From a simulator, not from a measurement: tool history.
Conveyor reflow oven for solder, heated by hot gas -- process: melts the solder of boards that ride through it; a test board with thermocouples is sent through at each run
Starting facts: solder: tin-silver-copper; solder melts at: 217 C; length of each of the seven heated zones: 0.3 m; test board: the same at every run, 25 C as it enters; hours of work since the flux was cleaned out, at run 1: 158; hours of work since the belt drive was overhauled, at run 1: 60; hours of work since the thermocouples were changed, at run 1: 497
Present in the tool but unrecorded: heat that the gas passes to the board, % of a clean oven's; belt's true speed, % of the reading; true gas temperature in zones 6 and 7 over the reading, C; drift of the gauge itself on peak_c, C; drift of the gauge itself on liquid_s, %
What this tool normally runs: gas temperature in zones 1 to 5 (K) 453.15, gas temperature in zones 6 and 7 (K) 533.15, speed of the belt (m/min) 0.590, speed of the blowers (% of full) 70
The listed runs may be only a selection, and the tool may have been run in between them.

run   hour  gas temperature in zones 1 to 5 (K)  gas temperature in zones 6 and 7 (K)  speed of the belt (m/min)  speed of the blowers (% of full)  hours of work since the flux was cleaned out  hours of work since the belt drive was overhauled  hours of work since the thermocouples were changed  highest temperature of the board (K)  time above the solder's melting point (s)
  1    0.0                               453.15                                533.15                      0.590                                70                                           158                                                 60                                                 497                                519.55                                       44.7
  2    6.7                               453.15                                533.15                      0.590                                70                                           162                                                 63                                                 501                                519.75                                       44.7
  3   11.2                               453.15                                533.15                      0.590                                70                                           164                                                 65                                                 503                                519.65                                       44.5
  4   17.7                               453.15                                533.15                      0.590                                70                                           167                                                 69                                                 506                                519.65                                       44.7
  5   24.5                               453.15                                533.15                      0.590                                70                                           171                                                 72                                                 510                                519.65                                       44.5
  6   31.1                               453.15                                533.15                      0.590                                66                                           174                                                 75                                                 513                                519.25                                       44.0
      42.3  -- flux residue cleaned out of gas plates and filters
  7   44.1                               453.15                                533.15                      0.590                                66                                             1                                                 79                                                 517                                520.25                                       44.8
  8   53.2                               453.15                                533.15                      0.590                                66                                             5                                                 84                                                 522                                520.05                                       45.0
  9   60.0                               453.15                                533.15                      0.590                                66                                             9                                                 87                                                 525                                520.05                                       44.9
 10   68.2                               453.15                                533.15                      0.571                                70                                            13                                                 91                                                 529                                521.15                                       47.8
 11   74.0                               453.15                                533.15                      0.571                                70                                            16                                                 94                                                 532                                521.45                                       48.0
 12   79.8                               453.15                                533.15                      0.571                                70                                            19                                                 97                                                 535                                521.45                                       47.9
 13   88.3                               453.15                                526.15                      0.590                                70                                            23                                                101                                                 539                                513.85                                       41.2
 14   92.9                               453.15                                526.15                      0.590                                70                                            25                                                104                                                 541                                514.25                                       41.2
 15  101.1                               453.15                                526.15                      0.590                                70                                            29                                                108                                                 545                                514.15                                       40.9
 16  108.1                               453.15                                533.15                      0.590                                64                                            33                                                111                                                 549                                519.15                                       44.1
 17  116.5                               453.15                                533.15                      0.590                                64                                            37                                                116                                                 553                                519.15                                       44.3
 18  121.0                               453.15                                533.15                      0.590                                64                                            39                                                118                                                 555                                519.15                                       44.4
 19  126.4                               453.15                                533.15                      0.590                                63                                            42                                                120                                                 558                                519.35                                       44.2
 20  133.9                               453.15                                533.15                      0.590                                63                                            46                                                124                                                 562                                519.15                                       44.4
 21  143.2                               468.15                                533.15                      0.529                                63                                            50                                                129                                                 567                                523.85                                       59.4
 22  149.1                               468.15                                533.15                      0.529                                63                                            53                                                132                                                 570                                523.65                                       59.1
 23  155.8                               453.15                                533.15                      0.590                                60                                            57                                                135                                                 573                                518.15                                       43.4
 24  160.5                               462.15                                533.15                      0.590                                70                                            59                                                138                                                 575                                521.05                                       49.3
 25  167.5                               462.15                                533.15                      0.590                                70                                            63                                                141                                                 579                                521.35                                       49.1
 26  176.2                               446.15                                523.15                      0.572                                72                                            67                                                145                                                 583                                511.15                                       38.0
 27  180.2                               442.15                                531.15                      0.572                                55                                            69                                                147                                                 585                                514.75                                       38.8
 28  184.3                               453.15                                544.15                      0.590                                70                                            71                                                149                                                 587                                529.45                                       50.2
 29  193.7                               458.15                                547.15                      0.669                                81                                            76                                                154                                                 592                                530.95                                       46.0
 30  201.7                               458.15                                544.15                      0.590                                53                                            80                                                158                                                 596                                527.55                                       50.3
 31  207.2                               453.15                                533.15                      0.506                                70                                            82                                                161                                                 599                                523.25                                       56.1

Predict each of these 4 candidate next runs independently; none follows another, all start after run 31:
  A  213.6                               444.15                                533.15                      0.506                                72                                            86                                                164                                                 602                                     ?                                          ?
  B  213.6                               452.15                                533.15                      0.506                                70                                            86                                                164                                                 602                                     ?                                          ?
  C  213.6                               448.15                                533.15                      0.590                                70                                            86                                                164                                                 602                                     ?                                          ?
  D  213.6                               453.15                                529.15                      0.613                                70                                            86                                                164                                                 602                                     ?                                          ?

run  highest temperature of the board (K)  time above the solder's melting point (s)
  A                                522.45                                       52.7
  B                                523.25                                       55.7
  C                                519.05                                       42.8
  D                                515.35                                       40.5
With the hidden condition removed and each run's random variation left untouched, the same runs would have given:
run  highest temperature of the board (K)  time above the solder's melting point (s)
  A                                524.65                                       54.1
  B                                525.45                                       56.9
  C                                521.25                                       44.3
  D                                517.55                                       42.0

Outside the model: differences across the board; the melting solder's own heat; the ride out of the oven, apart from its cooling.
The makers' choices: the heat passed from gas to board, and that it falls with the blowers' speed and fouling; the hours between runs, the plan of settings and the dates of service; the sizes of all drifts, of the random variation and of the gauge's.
